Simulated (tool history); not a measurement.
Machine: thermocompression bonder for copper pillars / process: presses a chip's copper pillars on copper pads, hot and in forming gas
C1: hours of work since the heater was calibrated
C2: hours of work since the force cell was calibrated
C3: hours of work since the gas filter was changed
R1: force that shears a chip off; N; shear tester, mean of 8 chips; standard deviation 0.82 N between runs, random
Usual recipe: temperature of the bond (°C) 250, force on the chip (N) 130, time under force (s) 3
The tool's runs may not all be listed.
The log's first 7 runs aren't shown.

run 8 day=13.417 | temperature_of_the_bond_(°C)=250 force_on_the_chip_(N)=130 time_under_force_(s)=4 | C1=474 C2=713 C3=70 | R1=65.3
run 9 day=14.688 | temperature_of_the_bond_(°C)=250 force_on_the_chip_(N)=130 time_under_force_(s)=4 | C1=496 C2=735 C3=92 | R1=63.8
run 10 day=15.833 | temperature_of_the_bond_(°C)=247 force_on_the_chip_(N)=130 time_under_force_(s)=4 | C1=516 C2=755 C3=112 | R1=62.7
-- day=16.029 forming gas filter changed
run 11 day=17.275 | temperature_of_the_bond_(°C)=247 force_on_the_chip_(N)=130 time_under_force_(s)=4 | C1=540 C2=779 C3=21 | R1=67.6
run 12 day=18.796 | temperature_of_the_bond_(°C)=250 force_on_the_chip_(N)=169 time_under_force_(s)=3 | C1=566 C2=805 C3=47 | R1=75.1
run 13 day=20.371 | temperature_of_the_bond_(°C)=250 force_on_the_chip_(N)=169 time_under_force_(s)=3 | C1=593 C2=832 C3=74 | R1=72.9
run 14 day=22.238 | temperature_of_the_bond_(°C)=250 force_on_the_chip_(N)=119 time_under_force_(s)=3 | C1=625 C2=864 C3=106 | R1=55.1
-- day=22.788 forming gas filter changed
run 15 day=23.579 | temperature_of_the_bond_(°C)=250 force_on_the_chip_(N)=119 time_under_force_(s)=3 | C1=647 C2=886 C3=14 | R1=61.6
run 16 day=24.646 | temperature_of_the_bond_(°C)=250 force_on_the_chip_(N)=130 time_under_force_(s)=3 | C1=666 C2=905 C3=32 | R1=63.9
run 17 day=26.562 | temperature_of_the_bond_(°C)=250 force_on_the_chip_(N)=130 time_under_force_(s)=3 | C1=698 C2=937 C3=65 | R1=61.0
run 18 day=28.454 | temperature_of_the_bond_(°C)=250 force_on_the_chip_(N)=130 time_under_force_(s)=3 | C1=731 C2=970 C3=97 | R1=58.5
-- day=29.508 forming gas filter changed
run 19 day=30.562 | temperature_of_the_bond_(°C)=250 force_on_the_chip_(N)=130 time_under_force_(s)=3 | C1=766 C2=1005 C3=18 | R1=65.7

The next listed run, before its measurement:
run 20 day=32.096 | temperature_of_the_bond_(°C)=250 force_on_the_chip_(N)=130 time_under_force_(s)=3 | C1=793 C2=1032 C3=44 | R1=?

Run 20 came out at R1 61.7 N.
On a tool with no hidden condition, and with the same random variation, this run would have come out at R1 63.9 N.

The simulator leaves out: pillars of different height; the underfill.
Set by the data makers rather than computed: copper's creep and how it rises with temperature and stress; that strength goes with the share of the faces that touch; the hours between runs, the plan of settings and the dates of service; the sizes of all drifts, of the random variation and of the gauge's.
